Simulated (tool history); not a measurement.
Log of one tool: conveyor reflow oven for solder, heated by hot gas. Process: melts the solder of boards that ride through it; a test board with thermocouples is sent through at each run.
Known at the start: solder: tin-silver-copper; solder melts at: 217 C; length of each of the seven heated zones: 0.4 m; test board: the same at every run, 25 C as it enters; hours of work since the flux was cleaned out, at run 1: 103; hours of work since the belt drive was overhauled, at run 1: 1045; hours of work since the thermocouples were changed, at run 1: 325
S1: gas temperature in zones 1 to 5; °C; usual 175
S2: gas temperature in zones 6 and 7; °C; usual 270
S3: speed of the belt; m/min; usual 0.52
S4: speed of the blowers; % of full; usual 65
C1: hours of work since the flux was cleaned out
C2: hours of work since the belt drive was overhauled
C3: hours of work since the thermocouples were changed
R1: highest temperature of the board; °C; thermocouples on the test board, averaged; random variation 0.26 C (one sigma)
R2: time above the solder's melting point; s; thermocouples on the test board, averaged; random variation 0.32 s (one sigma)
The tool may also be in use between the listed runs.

run,hour,S1,S2,S3,S4,C1,C2,C3,R1,R2
1,0,175,270,0.52,65,103,1045,325,259,77.8
2,43.6,175,270,0.52,65,134,1076,356,259.2,77.7
# hour 96: belt drive overhauled, speed set with a stopwatch
3,96.2,175,270,0.52,65,168,0,390,258.2,75.1
# hour 115.2: flux residue cleaned out of gas plates and filters
4,176.6,175,270,0.52,65,44,54,443,258.9,76
5,247.4,175,270,0.52,65,94,104,494,258.6,76
6,350.6,175,270,0.52,65,167,177,567,259.5,75.3
# hour 370.8: flux residue cleaned out of gas plates and filters
7,446.8,175,270,0.52,65,54,242,631,259.6,76.7
8,536,175,270,0.52,65,117,305,695,260.4,77.4
9,596.6,175,270,0.52,65,160,348,738,260,76.5
# hour 631.6: flux residue cleaned out of gas plates and filters
10,698.2,175,270,0.52,65,47,416,806,260.8,77.5
11,782.2,175,270,0.52,65,107,476,866,260.8,77.7
# hour 827.9: thermocouples of zones 6 and 7 changed
12,873,175,270,0.52,65,170,539,32,258.1,75.7
# hour 895: flux residue cleaned out of gas plates and filters
13,946.9,175,270,0.52,65,37,588,81,258.2,76.5
14,1014.1,175,270,0.52,65,84,635,128,258.6,76.1
15,1068.5,175,270,0.52,65,123,674,167,258.7,76.2
# hour 1151.5: flux residue cleaned out of gas plates and filters
16,1164.8,175,270,0.52,65,9,739,232,259.2,77.4
17,1230.5,164,270,0.56,64,56,785,278,255,64
18,1312.3,164,270,0.469,64,114,843,336,260.5,82.4
19,1370.8,164,270,0.469,64,156,885,378,260.8,83.4
# hour 1411.9: flux residue cleaned out of gas plates and filters
20,1476.2,168,270,0.527,65,46,956,449,258.5,73
21,1575.6,168,270,0.527,65,116,1026,519,258.2,73
# hour 1670.4: flux residue cleaned out of gas plates and filters
22,1670.4,168,270,0.566,62,0,1090,583,256.2,65.9
# hour 1704.2: belt drive overhauled, speed set with a stopwatch
23,1740.5,168,270,0.566,62,47,26,630,255.6,63.6
24,1805.6,168,270,0.566,62,93,72,676,255.7,63.7
25,1866.7,168,270,0.566,62,136,115,719,256,63.8
# hour 1930.7: flux residue cleaned out of gas plates and filters
26,1930.7,175,279,0.52,87,0,157,761,273.3,84.7
27,2014.8,175,262,0.59,87,60,217,821,254.4,65.2

Forecast each of these 3 alternatives for the next run:
A,2069.5,182,278,0.62,87,98,255,860,?,?
B,2069.5,187,262,0.421,87,98,255,860,?,?
C,2069.5,171,270,0.549,56,98,255,860,?,?

run,R1,R2
A,268.2,71.3
B,262.1,105.6
C,255.9,66.9
Without the tool's hidden state the same runs would have given:
run,R1,R2
A,265.3,69.5
B,258.8,103.1
C,252.9,64.1

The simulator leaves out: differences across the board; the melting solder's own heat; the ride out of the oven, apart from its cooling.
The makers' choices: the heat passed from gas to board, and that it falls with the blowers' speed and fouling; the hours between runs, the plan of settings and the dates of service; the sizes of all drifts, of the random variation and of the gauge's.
